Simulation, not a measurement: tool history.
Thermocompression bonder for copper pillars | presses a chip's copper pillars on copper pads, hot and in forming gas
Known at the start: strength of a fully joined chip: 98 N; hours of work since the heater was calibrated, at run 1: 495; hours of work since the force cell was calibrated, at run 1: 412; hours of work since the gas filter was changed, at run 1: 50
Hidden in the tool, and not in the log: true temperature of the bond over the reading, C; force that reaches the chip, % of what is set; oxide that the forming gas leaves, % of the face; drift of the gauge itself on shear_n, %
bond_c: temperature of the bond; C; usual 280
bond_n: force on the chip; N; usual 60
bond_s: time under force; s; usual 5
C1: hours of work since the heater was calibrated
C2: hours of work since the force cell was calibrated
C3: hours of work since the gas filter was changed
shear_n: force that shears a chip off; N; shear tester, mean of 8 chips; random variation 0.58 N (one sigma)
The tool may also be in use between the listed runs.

{"run": 1, "hour": 0.0, "bond_c": 280, "bond_n": 60, "bond_s": 5, "C1": 495, "C2": 412, "C3": 50, "shear_n": 33.8}
{"run": 2, "hour": 9.1, "bond_c": 280, "bond_n": 60, "bond_s": 5, "C1": 501, "C2": 418, "C3": 56, "shear_n": 34.1}
{"run": 3, "hour": 25.2, "bond_c": 280, "bond_n": 60, "bond_s": 5, "C1": 512, "C2": 429, "C3": 67, "shear_n": 34.4}
{"run": 4, "hour": 34.9, "bond_c": 280, "bond_n": 60, "bond_s": 5, "C1": 518, "C2": 436, "C3": 73, "shear_n": 33.4}
{"run": 5, "hour": 42.7, "bond_c": 280, "bond_n": 60, "bond_s": 5, "C1": 524, "C2": 441, "C3": 78, "shear_n": 34.4}
{"run": 6, "hour": 55.3, "bond_c": 290, "bond_n": 60, "bond_s": 5, "C1": 532, "C2": 449, "C3": 87, "shear_n": 39.5}
{"run": 7, "hour": 70.1, "bond_c": 290, "bond_n": 60, "bond_s": 5, "C1": 542, "C2": 459, "C3": 97, "shear_n": 39.0}
{"run": 8, "hour": 84.8, "bond_c": 280, "bond_n": 60, "bond_s": 5, "C1": 552, "C2": 469, "C3": 106, "shear_n": 33.0}
{"run": 9, "hour": 96.4, "bond_c": 280, "bond_n": 60, "bond_s": 5, "C1": 559, "C2": 477, "C3": 114, "shear_n": 33.3}
{"run": 10, "hour": 104.1, "bond_c": 280, "bond_n": 60, "bond_s": 5, "C1": 565, "C2": 482, "C3": 119, "shear_n": 33.1}
{"run": 11, "hour": 113.6, "bond_c": 280, "bond_n": 60, "bond_s": 5, "C1": 571, "C2": 488, "C3": 126, "shear_n": 32.9}
{"run": 12, "hour": 131.2, "bond_c": 280, "bond_n": 60, "bond_s": 5, "C1": 583, "C2": 500, "C3": 137, "shear_n": 32.5}
{"run": 13, "hour": 145.5, "bond_c": 280, "bond_n": 60, "bond_s": 5, "C1": 592, "C2": 509, "C3": 147, "shear_n": 31.7}
{"run": 14, "hour": 156.1, "bond_c": 280, "bond_n": 60, "bond_s": 5, "C1": 599, "C2": 516, "C3": 154, "shear_n": 32.5}
{"run": 15, "hour": 165.0, "bond_c": 280, "bond_n": 60, "bond_s": 5, "C1": 605, "C2": 522, "C3": 160, "shear_n": 32.0}
{"run": 16, "hour": 178.4, "bond_c": 280, "bond_n": 60, "bond_s": 5, "C1": 614, "C2": 531, "C3": 169, "shear_n": 32.3}
{"run": 17, "hour": 188.2, "bond_c": 280, "bond_n": 60, "bond_s": 5, "C1": 621, "C2": 538, "C3": 175, "shear_n": 32.1}
{"run": 18, "hour": 195.9, "bond_c": 280, "bond_n": 60, "bond_s": 5, "C1": 626, "C2": 543, "C3": 181, "shear_n": 30.2}
{"run": 19, "hour": 208.5, "bond_c": 280, "bond_n": 60, "bond_s": 5, "C1": 634, "C2": 551, "C3": 189, "shear_n": 32.4}
{"run": 20, "hour": 225.4, "bond_c": 280, "bond_n": 60, "bond_s": 5, "C1": 646, "C2": 563, "C3": 200, "shear_n": 31.9}
{"run": 21, "hour": 235.5, "bond_c": 280, "bond_n": 86, "bond_s": 5, "C1": 652, "C2": 569, "C3": 207, "shear_n": 44.1}
{"run": 22, "hour": 248.9, "bond_c": 278, "bond_n": 62, "bond_s": 6, "C1": 661, "C2": 578, "C3": 216, "shear_n": 33.1}
{"run": 23, "hour": 263.4, "bond_c": 302, "bond_n": 85, "bond_s": 8, "C1": 671, "C2": 588, "C3": 226, "shear_n": 65.2}
{"run": 24, "hour": 274.0, "bond_c": 276, "bond_n": 62, "bond_s": 7, "C1": 678, "C2": 595, "C3": 233, "shear_n": 34.0}
{"run": 25, "hour": 284.8, "bond_c": 288, "bond_n": 62, "bond_s": 5, "C1": 685, "C2": 602, "C3": 240, "shear_n": 35.5}
{"hour": 286.6, "done": "forming gas filter changed"}
{"run": 26, "hour": 302.3, "bond_c": 290, "bond_n": 45, "bond_s": 8, "C1": 697, "C2": 614, "C3": 10, "shear_n": 36.3}
{"run": 27, "hour": 320.4, "bond_c": 280, "bond_n": 87, "bond_s": 5, "C1": 709, "C2": 626, "C3": 23, "shear_n": 47.5}
{"run": 28, "hour": 336.8, "bond_c": 280, "bond_n": 87, "bond_s": 10, "C1": 720, "C2": 637, "C3": 33, "shear_n": 59.4}
{"run": 29, "hour": 354.3, "bond_c": 305, "bond_n": 75, "bond_s": 5, "C1": 731, "C2": 648, "C3": 45, "shear_n": 58.5}
{"run": 30, "hour": 366.0, "bond_c": 280, "bond_n": 37, "bond_s": 6, "C1": 739, "C2": 656, "C3": 53, "shear_n": 21.9}
{"run": 31, "hour": 378.8, "bond_c": 269, "bond_n": 39, "bond_s": 9, "C1": 748, "C2": 665, "C3": 61, "shear_n": 21.9}
{"run": 32, "hour": 387.5, "bond_c": 269, "bond_n": 39, "bond_s": 9, "C1": 753, "C2": 671, "C3": 67, "shear_n": 20.9}
{"run": 33, "hour": 402.4, "bond_c": 280, "bond_n": 60, "bond_s": 3, "C1": 763, "C2": 680, "C3": 77, "shear_n": 26.8}
{"run": 34, "hour": 413.9, "bond_c": 280, "bond_n": 60, "bond_s": 3, "C1": 771, "C2": 688, "C3": 85, "shear_n": 26.5}
{"run": 35, "hour": 424.5, "bond_c": 280, "bond_n": 60, "bond_s": 3, "C1": 778, "C2": 695, "C3": 92, "shear_n": 26.7}
{"run": 36, "hour": 432.3, "bond_c": 305, "bond_n": 44, "bond_s": 5, "C1": 783, "C2": 700, "C3": 97, "shear_n": 34.8}
{"run": 37, "hour": 443.3, "bond_c": 295, "bond_n": 42, "bond_s": 3, "C1": 791, "C2": 708, "C3": 105, "shear_n": 23.0}
{"run": 38, "hour": 460.6, "bond_c": 295, "bond_n": 42, "bond_s": 3, "C1": 802, "C2": 719, "C3": 116, "shear_n": 23.1}
{"run": 39, "hour": 469.6, "bond_c": 308, "bond_n": 51, "bond_s": 5, "C1": 808, "C2": 725, "C3": 122, "shear_n": 41.8}

The same runs without the tool's hidden state, with the same run-to-run variation:
run=1 shear_n=36.0
run=2 shear_n=36.5
run=3 shear_n=37.0
run=4 shear_n=36.1
run=5 shear_n=37.2
run=6 shear_n=42.8
run=7 shear_n=42.5
run=8 shear_n=36.3
run=9 shear_n=36.7
run=10 shear_n=36.6
run=11 shear_n=36.5
run=12 shear_n=36.4
run=13 shear_n=35.7
run=14 shear_n=36.6
run=15 shear_n=36.2
run=16 shear_n=36.7
run=17 shear_n=36.6
run=18 shear_n=34.7
run=19 shear_n=37.1
run=20 shear_n=36.8
run=21 shear_n=50.8
run=22 shear_n=38.6
run=23 shear_n=74.2
run=24 shear_n=39.9
run=25 shear_n=41.8
run=26 shear_n=39.0
run=27 shear_n=51.0
run=28 shear_n=63.5
run=29 shear_n=62.8
run=30 shear_n=24.3
run=31 shear_n=24.5
run=32 shear_n=23.5
run=33 shear_n=30.0
run=34 shear_n=29.8
run=35 shear_n=30.1
run=36 shear_n=39.1
run=37 shear_n=26.1
run=38 shear_n=26.4
run=39 shear_n=47.2
